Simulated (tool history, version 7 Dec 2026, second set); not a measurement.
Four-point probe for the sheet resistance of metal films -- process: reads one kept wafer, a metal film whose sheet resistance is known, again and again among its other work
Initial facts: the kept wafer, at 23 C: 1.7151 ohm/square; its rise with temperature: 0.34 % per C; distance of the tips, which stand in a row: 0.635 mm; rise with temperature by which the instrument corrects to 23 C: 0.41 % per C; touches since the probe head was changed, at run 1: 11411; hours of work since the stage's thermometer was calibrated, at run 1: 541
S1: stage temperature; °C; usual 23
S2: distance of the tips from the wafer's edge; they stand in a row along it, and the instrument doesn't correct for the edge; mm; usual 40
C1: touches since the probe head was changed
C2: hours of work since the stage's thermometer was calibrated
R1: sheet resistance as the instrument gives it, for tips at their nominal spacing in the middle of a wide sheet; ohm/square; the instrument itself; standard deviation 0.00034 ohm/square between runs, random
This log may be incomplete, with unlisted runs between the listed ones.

run,hour,S1,S2,C1,C2,R1
1,0,23,40,11411,541,1.720792
2,20.4,23,40,12206,553,1.720403
3,47.3,23,40,13257,569,1.720533
4,88,23,40,14847,592,1.720912
5,123.9,30,40,16252,613,1.71214
6,155.3,33,40,17476,632,1.70865
7,176.3,33,40,18297,644,1.708827
8,218,33,40,19924,669,1.707981
9,244.8,33,40,20973,684,1.708219
10,282.2,23,4,22432,706,1.743216
11,318.4,23,4,23847,727,1.742549
12,340.5,23,47,24709,740,1.71925
13,380.1,23,47,26253,763,1.720158
14,401.2,23,47,27078,776,1.720041
15,429,21,38,28164,792,1.722547
16,452.3,35,38,29074,806,1.705031
17,471.7,35,38,29835,817,1.705343
18,503.7,33,39,31084,836,1.707017
19,538.4,33,39,32439,856,1.708189
20,569.4,33,39,33650,874,1.707492
21,604.9,34,7,35034,895,1.713539
22,626.3,34,7,35869,908,1.713568
23,657.9,34,7,37103,926,1.712762
24,681.4,25,23,38021,940,1.716777
25,705.4,25,23,38961,954,1.717316

5 options for the next run, each taken on its own from the tool as it stands now. Forecast them:
A,731.9,23,20,39995,969,?
B,731.9,29,41,39995,969,?
C,731.9,27,52,39995,969,?
D,731.9,23,10,39995,969,?
E,731.9,18,67,39995,969,?

run,R1
A,1.71926
B,1.711974
C,1.71437
D,1.722394
E,1.725318
Take away the tool's hidden state, keep each run's random variation, and the runs would have read:
run,R1
A,1.715427
B,1.708151
C,1.710544
D,1.718554
E,1.721477
